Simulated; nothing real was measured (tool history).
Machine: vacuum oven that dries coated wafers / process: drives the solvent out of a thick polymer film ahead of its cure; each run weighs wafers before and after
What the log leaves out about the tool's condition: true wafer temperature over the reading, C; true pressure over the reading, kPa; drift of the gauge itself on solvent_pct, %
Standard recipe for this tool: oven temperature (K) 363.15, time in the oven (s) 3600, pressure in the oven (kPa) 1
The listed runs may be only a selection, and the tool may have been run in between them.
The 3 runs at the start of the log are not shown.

| run | hour | oven temperature (K) | time in the oven (s) | pressure in the oven (kPa) | hours of work since the thermocouples were calibrated | hours of work since the vacuum gauge was cleaned of residue | solvent left in the film (%) |
|---|---|---|---|---|---|---|---|
| 4 | 62.6 | 359.15 | 3600 | 1 | 297 | 503 | 2.71 |
| 5 | 84.9 | 359.15 | 3600 | 1 | 310 | 516 | 2.77 |
| 6 | 102.8 | 359.15 | 3600 | 1 | 320 | 527 | 2.76 |
| 7 | 120.8 | 359.15 | 3600 | 1 | 331 | 538 | 2.64 |
| 8 | 138.3 | 363.15 | 3840 | 1 | 341 | 548 | 1.65 |
| 9 | 148.5 | 363.15 | 3840 | 1 | 347 | 554 | 1.72 |
| 10 | 171.6 | 363.15 | 3840 | 1 | 361 | 567 | 1.63 |
| 11 | 194.6 | 363.15 | 3600 | 1 | 374 | 581 | 1.68 |
| 12 | 213.1 | 363.15 | 3600 | 1 | 385 | 592 | 1.71 |
| 13 | 237.6 | 374.15 | 3600 | 1 | 400 | 606 | 0.52 |
| 14 | 256.9 | 374.15 | 3600 | 1 | 411 | 618 | 0.44 |
| 15 | 281.3 | 363.15 | 3600 | 3.15 | 426 | 632 | 2.88 |
| 16 | 299.5 | 363.15 | 3600 | 1 | 436 | 643 | 1.75 |
| 17 | 323 | 371.15 | 3600 | 1 | 450 | 657 | 0.65 |
| 18 | 345.5 | 371.15 | 3600 | 1 | 463 | 670 | 0.72 |
| 19 | 368.2 | 371.15 | 3600 | 1 | 477 | 683 | 0.74 |

The next listed run, before its measurement:
| 20 | 388.9 | 371.15 | 3600 | 1 | 489 | 695 | ? |

{"run 20": {"solvent left in the film (%)": 0.76}}
If the tool had no hidden condition, the same run with the same run-to-run variation would have returned solvent left in the film (%) 0.61.
